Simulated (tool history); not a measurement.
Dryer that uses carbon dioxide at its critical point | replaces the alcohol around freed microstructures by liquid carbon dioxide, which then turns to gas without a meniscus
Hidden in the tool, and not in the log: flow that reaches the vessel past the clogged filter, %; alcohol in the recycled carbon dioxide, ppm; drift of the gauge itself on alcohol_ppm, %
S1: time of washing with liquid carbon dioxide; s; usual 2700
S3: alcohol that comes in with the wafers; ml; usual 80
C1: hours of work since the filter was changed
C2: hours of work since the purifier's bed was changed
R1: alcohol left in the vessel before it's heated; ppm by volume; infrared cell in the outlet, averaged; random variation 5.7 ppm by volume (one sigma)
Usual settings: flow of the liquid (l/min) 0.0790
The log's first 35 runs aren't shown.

run 36 hour=1637.6 | S1=3360 flow_of_the_liquid_(l/min)=0.1044 S3=117 | C1=42 C2=21 | R1=13
run 37 hour=1672.2 | S1=3360 flow_of_the_liquid_(l/min)=0.1044 S3=117 | C1=55 C2=34 | R1=13
run 38 hour=1711.6 | S1=3360 flow_of_the_liquid_(l/min)=0.0540 S3=27 | C1=70 C2=49 | R1=216
run 39 hour=1743.5 | S1=3360 flow_of_the_liquid_(l/min)=0.0540 S3=27 | C1=82 C2=61 | R1=239
run 40 hour=1793.8 | S1=3360 flow_of_the_liquid_(l/min)=0.0754 S3=34 | C1=102 C2=81 | R1=48
run 41 hour=1855.5 | S1=2280 flow_of_the_liquid_(l/min)=0.0596 S3=80 | C1=125 C2=105 | R1=3038
run 42 hour=1885.0 | S1=2280 flow_of_the_liquid_(l/min)=0.0596 S3=80 | C1=137 C2=116 | R1=3053
run 43 hour=1943.2 | S1=1800 flow_of_the_liquid_(l/min)=0.0565 S3=117 | C1=159 C2=138 | R1=12834
run 44 hour=1989.3 | S1=1980 flow_of_the_liquid_(l/min)=0.0969 S3=23 | C1=177 C2=156 | R1=240
run 45 hour=2021.7 | S1=3120 flow_of_the_liquid_(l/min)=0.0626 S3=91 | C1=189 C2=169 | R1=806
-- hour=2037.8 inlet filter changed
run 46 hour=2058.7 | S1=3120 flow_of_the_liquid_(l/min)=0.0626 S3=74 | C1=8 C2=183 | R1=334

3 ways to go on from here, each from the tool as it stands after run 46. What would each give?
run A hour=2126.3 | S1=3540 flow_of_the_liquid_(l/min)=0.1113 S3=55 | C1=34 C2=209 | R1=?
run B hour=2126.3 | S1=3120 flow_of_the_liquid_(l/min)=0.1323 S3=74 | C1=34 C2=209 | R1=?
run C hour=2126.3 | S1=2220 flow_of_the_liquid_(l/min)=0.0626 S3=74 | C1=34 C2=209 | R1=?

run=A R1=39
run=B R1=20
run=C R1=1968
Without the tool's hidden state the same runs would have given:
run=A R1=12
run=B R1=0
run=C R1=1706
